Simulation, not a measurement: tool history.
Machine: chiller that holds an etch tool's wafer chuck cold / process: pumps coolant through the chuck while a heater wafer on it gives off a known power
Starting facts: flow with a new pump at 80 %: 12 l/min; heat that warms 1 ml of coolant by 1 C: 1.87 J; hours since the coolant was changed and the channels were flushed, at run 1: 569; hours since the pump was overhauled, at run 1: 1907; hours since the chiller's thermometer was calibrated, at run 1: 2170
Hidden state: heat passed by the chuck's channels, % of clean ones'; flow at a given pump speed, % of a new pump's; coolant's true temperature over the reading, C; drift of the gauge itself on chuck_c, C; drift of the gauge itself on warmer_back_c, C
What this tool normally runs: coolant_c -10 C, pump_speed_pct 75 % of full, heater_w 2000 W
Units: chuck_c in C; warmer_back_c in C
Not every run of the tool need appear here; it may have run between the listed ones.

run,hour,coolant_c,pump_speed_pct,heater_w,hours since the coolant was changed and the channels were flushed,hours since the pump was overhauled,hours since the chiller's thermometer was calibrated,chuck_c,warmer_back_c
1,0,-10,75,2000,569,1907,2170,6.2,5.75
2,90.5,-10,75,2000,660,1998,2260,5.9,5.81
3,142.3,-10,75,2000,711,2050,2312,6.3,5.76
4,232.5,-10,75,2000,802,2140,2402,6.3,5.8
5,311.2,-12,75,2000,880,2219,2481,4.3,5.82
6,354.9,-12,75,2000,924,2262,2525,4.2,5.84
7,401.3,-10,89,2000,970,2309,2571,4,4.87
8,447.5,-10,89,2000,1017,2355,2617,3.8,4.85
9,518.3,-10,89,2000,1087,2426,2688,4.1,4.85
10,586.3,-10,62,2000,1156,2494,2756,9.1,7.33
11,676.8,-10,62,2000,1246,2584,2846,9,7.32
12,720.9,-4,75,2000,1290,2628,2891,12.3,5.89
# hour 741: chiller's thermometer calibrated
13,771.4,-4,75,2000,1340,2678,30,12.1,5.89
14,820.7,-5,75,2000,1389,2727,80,11.3,5.94
15,909,-10,75,2000,1477,2815,168,6.1,5.94
16,993.7,-10,75,2000,1562,2900,253,6.2,5.93
17,1034.6,-16,66,2528,1603,2941,294,6.9,8.68
18,1125.3,-16,66,2528,1693,3032,384,6.8,8.63
19,1215.7,-4,75,1127,1784,3122,475,5.1,3.5
20,1307.5,-10,75,1274,1876,3214,567,0.5,3.99
21,1359.7,-10,75,1609,1928,3266,619,3.1,4.88
22,1424.8,-13,75,2020,1993,3331,684,3.1,6.13
23,1513.3,-13,90,2493,2082,3420,772,4.3,6.12
24,1563.5,-5,60,2869,2132,3470,822,23.2,10.97
25,1621.7,-10,65,2794,2190,3528,881,15.6,9.81
26,1667.7,-10,65,2794,2236,3574,927,15.7,9.8
27,1721.8,-10,65,2794,2290,3628,981,15.4,9.76
28,1778.1,-10,65,2794,2346,3684,1037,15.9,9.8
29,1847.3,-19,79,2280,2416,3754,1106,-1.3,6.55
30,1929,-12,73,2895,2497,3835,1188,12.3,8.92
31,1979.4,0,75,2097,2548,3886,1238,17,6.45

Hidden state at the last listed run before each entry between runs and at the first one after, where it differs:
Runs 12 to 13: chiller's thermometer calibrated (hour 741)
  coolant's true temperature over the reading, C: -0.01 -> 0; drift of the gauge itself on warmer_back_c, C: 0.14 -> 0.15
  measured less the result without the state, warmer_back_c: +0.14 -> +0.16 C

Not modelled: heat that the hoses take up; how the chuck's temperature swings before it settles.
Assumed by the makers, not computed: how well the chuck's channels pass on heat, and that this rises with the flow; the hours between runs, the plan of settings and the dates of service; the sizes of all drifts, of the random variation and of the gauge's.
